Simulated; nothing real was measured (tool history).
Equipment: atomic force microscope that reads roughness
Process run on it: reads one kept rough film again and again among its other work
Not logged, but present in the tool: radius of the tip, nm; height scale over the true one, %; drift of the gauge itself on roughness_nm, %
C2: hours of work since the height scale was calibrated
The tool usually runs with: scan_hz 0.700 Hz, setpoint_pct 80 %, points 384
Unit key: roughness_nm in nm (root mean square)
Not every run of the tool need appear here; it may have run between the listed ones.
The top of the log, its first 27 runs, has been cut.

run 28 hour=324.4 | scan_hz=3.524 setpoint_pct=84 points=483 | pictures_with_this_tip=131 C2=7 | roughness_nm=0.783
run 29 hour=335.4 | scan_hz=0.700 setpoint_pct=69 points=384 | pictures_with_this_tip=139 C2=12 | roughness_nm=1.085
run 30 hour=347.4 | scan_hz=0.700 setpoint_pct=88 points=919 | pictures_with_this_tip=148 C2=18 | roughness_nm=1.023
run 31 hour=360.5 | scan_hz=0.700 setpoint_pct=88 points=919 | pictures_with_this_tip=158 C2=23 | roughness_nm=1.023
-- hour=368.7 height scale calibrated on a step standard, once more
run 32 hour=376.9 | scan_hz=2.294 setpoint_pct=80 points=384 | pictures_with_this_tip=170 C2=4 | roughness_nm=0.912
run 33 hour=392.2 | scan_hz=3.220 setpoint_pct=80 points=267 | pictures_with_this_tip=181 C2=10 | roughness_nm=0.839
-- hour=395.0 new tip fitted
run 34 hour=402.1 | scan_hz=1.348 setpoint_pct=80 points=857 | pictures_with_this_tip=5 C2=14 | roughness_nm=0.994
run 35 hour=415.7 | scan_hz=0.700 setpoint_pct=63 points=525 | pictures_with_this_tip=15 C2=20 | roughness_nm=1.098
run 36 hour=428.9 | scan_hz=0.700 setpoint_pct=63 points=525 | pictures_with_this_tip=25 C2=26 | roughness_nm=1.102
run 37 hour=437.8 | scan_hz=0.700 setpoint_pct=63 points=525 | pictures_with_this_tip=32 C2=30 | roughness_nm=1.100
run 38 hour=452.9 | scan_hz=2.519 setpoint_pct=67 points=526 | pictures_with_this_tip=43 C2=37 | roughness_nm=1.002
run 39 hour=468.2 | scan_hz=2.519 setpoint_pct=67 points=526 | pictures_with_this_tip=55 C2=44 | roughness_nm=0.997
run 40 hour=480.9 | scan_hz=2.519 setpoint_pct=67 points=526 | pictures_with_this_tip=64 C2=49 | roughness_nm=1.001
run 41 hour=495.6 | scan_hz=2.519 setpoint_pct=67 points=526 | pictures_with_this_tip=75 C2=56 | roughness_nm=0.999
run 42 hour=505.3 | scan_hz=2.519 setpoint_pct=67 points=526 | pictures_with_this_tip=82 C2=60 | roughness_nm=0.999
run 43 hour=513.5 | scan_hz=0.984 setpoint_pct=74 points=526 | pictures_with_this_tip=88 C2=64 | roughness_nm=1.053
run 44 hour=525.9 | scan_hz=3.143 setpoint_pct=80 points=384 | pictures_with_this_tip=98 C2=69 | roughness_nm=0.851
run 45 hour=536.3 | scan_hz=3.143 setpoint_pct=80 points=384 | pictures_with_this_tip=106 C2=74 | roughness_nm=0.854
run 46 hour=548.6 | scan_hz=1.911 setpoint_pct=56 points=826 | pictures_with_this_tip=115 C2=79 | roughness_nm=1.072
run 47 hour=560.5 | scan_hz=0.548 setpoint_pct=80 points=567 | pictures_with_this_tip=124 C2=84 | roughness_nm=1.065

Run 48, settings as shown, results not yet in. Your forecast:
run 48 hour=577.0 | scan_hz=0.548 setpoint_pct=80 points=567 | pictures_with_this_tip=136 C2=92 | roughness_nm=?

roughness_nm: 1.064 nm (root mean square)
If the tool had no hidden condition, the same run with the same run-to-run variation would have returned roughness_nm 1.069 nm (root mean square).

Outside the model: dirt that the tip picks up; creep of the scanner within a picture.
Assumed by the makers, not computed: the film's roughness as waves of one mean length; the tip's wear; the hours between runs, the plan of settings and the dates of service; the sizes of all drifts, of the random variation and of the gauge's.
